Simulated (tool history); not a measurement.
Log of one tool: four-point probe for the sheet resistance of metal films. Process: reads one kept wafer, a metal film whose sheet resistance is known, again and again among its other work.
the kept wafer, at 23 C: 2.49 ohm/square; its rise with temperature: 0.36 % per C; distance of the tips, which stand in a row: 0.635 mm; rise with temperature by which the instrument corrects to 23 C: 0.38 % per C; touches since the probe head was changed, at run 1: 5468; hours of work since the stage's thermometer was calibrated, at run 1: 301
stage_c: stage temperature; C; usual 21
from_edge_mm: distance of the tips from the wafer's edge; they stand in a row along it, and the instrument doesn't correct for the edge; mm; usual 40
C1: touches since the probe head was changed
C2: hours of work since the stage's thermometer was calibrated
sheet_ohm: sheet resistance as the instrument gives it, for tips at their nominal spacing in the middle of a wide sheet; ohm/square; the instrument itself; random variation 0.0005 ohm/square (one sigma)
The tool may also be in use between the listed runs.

run 1 hour=0 | stage_c=21 from_edge_mm=40 | C1=5468 C2=301 | sheet_ohm=2.491981
run 2 hour=36.3 | stage_c=21 from_edge_mm=40 | C1=6796 C2=326 | sheet_ohm=2.492062
run 3 hour=83.9 | stage_c=20 from_edge_mm=40 | C1=8544 C2=359 | sheet_ohm=2.492598
run 4 hour=134.7 | stage_c=21 from_edge_mm=40 | C1=10402 C2=394 | sheet_ohm=2.492395
run 5 hour=168.3 | stage_c=18 from_edge_mm=40 | C1=11635 C2=417 | sheet_ohm=2.494019
run 6 hour=230.5 | stage_c=18 from_edge_mm=40 | C1=13913 C2=460 | sheet_ohm=2.493602
run 7 hour=268.9 | stage_c=29 from_edge_mm=40 | C1=15319 C2=486 | sheet_ohm=2.485914
run 8 hour=303 | stage_c=29 from_edge_mm=40 | C1=16569 C2=510 | sheet_ohm=2.486755
run 9 hour=337.8 | stage_c=29 from_edge_mm=40 | C1=17845 C2=533 | sheet_ohm=2.485971
run 10 hour=407.4 | stage_c=29 from_edge_mm=40 | C1=20394 C2=581 | sheet_ohm=2.486312
run 11 hour=449.2 | stage_c=21 from_edge_mm=40 | C1=21925 C2=610 | sheet_ohm=2.491712
run 12 hour=492.3 | stage_c=21 from_edge_mm=40 | C1=23504 C2=640 | sheet_ohm=2.49219
run 13 hour=525.4 | stage_c=21 from_edge_mm=40 | C1=24717 C2=662 | sheet_ohm=2.492194
run 14 hour=558.4 | stage_c=21 from_edge_mm=40 | C1=25926 C2=685 | sheet_ohm=2.492673
run 15 hour=597.7 | stage_c=21 from_edge_mm=40 | C1=27368 C2=712 | sheet_ohm=2.491667
run 16 hour=651.3 | stage_c=21 from_edge_mm=5 | C1=29332 C2=749 | sheet_ohm=2.513951
run 17 hour=708.3 | stage_c=21 from_edge_mm=16 | C1=31421 C2=788 | sheet_ohm=2.493264
run 18 hour=744.6 | stage_c=21 from_edge_mm=16 | C1=32751 C2=813 | sheet_ohm=2.49369
run 19 hour=810.7 | stage_c=21 from_edge_mm=16 | C1=35173 C2=859 | sheet_ohm=2.493812
run 20 hour=842.9 | stage_c=28 from_edge_mm=11 | C1=36353 C2=881 | sheet_ohm=2.491653
run 21 hour=898.3 | stage_c=25 from_edge_mm=35 | C1=38381 C2=919 | sheet_ohm=2.489083
run 22 hour=948.4 | stage_c=30 from_edge_mm=38 | C1=40218 C2=953 | sheet_ohm=2.485981
run 23 hour=992.1 | stage_c=29 from_edge_mm=18 | C1=41817 C2=983 | sheet_ohm=2.487795
run 24 hour=1027.5 | stage_c=21 from_edge_mm=19 | C1=43116 C2=1008 | sheet_ohm=2.492354
run 25 hour=1082.6 | stage_c=20 from_edge_mm=19 | C1=45134 C2=1046 | sheet_ohm=2.494379
run 26 hour=1129.6 | stage_c=22 from_edge_mm=20 | C1=46858 C2=1078 | sheet_ohm=2.491925
run 27 hour=1199.8 | stage_c=22 from_edge_mm=20 | C1=49430 C2=1126 | sheet_ohm=2.491969
run 28 hour=1268.7 | stage_c=22 from_edge_mm=20 | C1=51953 C2=1174 | sheet_ohm=2.491741
run 29 hour=1340.3 | stage_c=29 from_edge_mm=20 | C1=54577 C2=1223 | sheet_ohm=2.487948

Forecast each of these 5 alternatives for the next run:
run A hour=1398.6 | stage_c=33 from_edge_mm=4 | C1=56711 C2=1263 | sheet_ohm=?
run B hour=1398.6 | stage_c=33 from_edge_mm=19 | C1=56711 C2=1263 | sheet_ohm=?
run C hour=1398.6 | stage_c=31 from_edge_mm=18 | C1=56711 C2=1263 | sheet_ohm=?
run D hour=1398.6 | stage_c=29 from_edge_mm=9 | C1=56711 C2=1263 | sheet_ohm=?
run E hour=1398.6 | stage_c=29 from_edge_mm=13 | C1=56711 C2=1263 | sheet_ohm=?

run=A sheet_ohm=2.516702
run=B sheet_ohm=2.484284
run=C sheet_ohm=2.486208
run=D sheet_ohm=2.492306
run=E sheet_ohm=2.489171
Without the tool's hidden state the same runs would have given:
run=A sheet_ohm=2.516704
run=B sheet_ohm=2.484286
run=C sheet_ohm=2.48621
run=D sheet_ohm=2.492308
run=E sheet_ohm=2.489173

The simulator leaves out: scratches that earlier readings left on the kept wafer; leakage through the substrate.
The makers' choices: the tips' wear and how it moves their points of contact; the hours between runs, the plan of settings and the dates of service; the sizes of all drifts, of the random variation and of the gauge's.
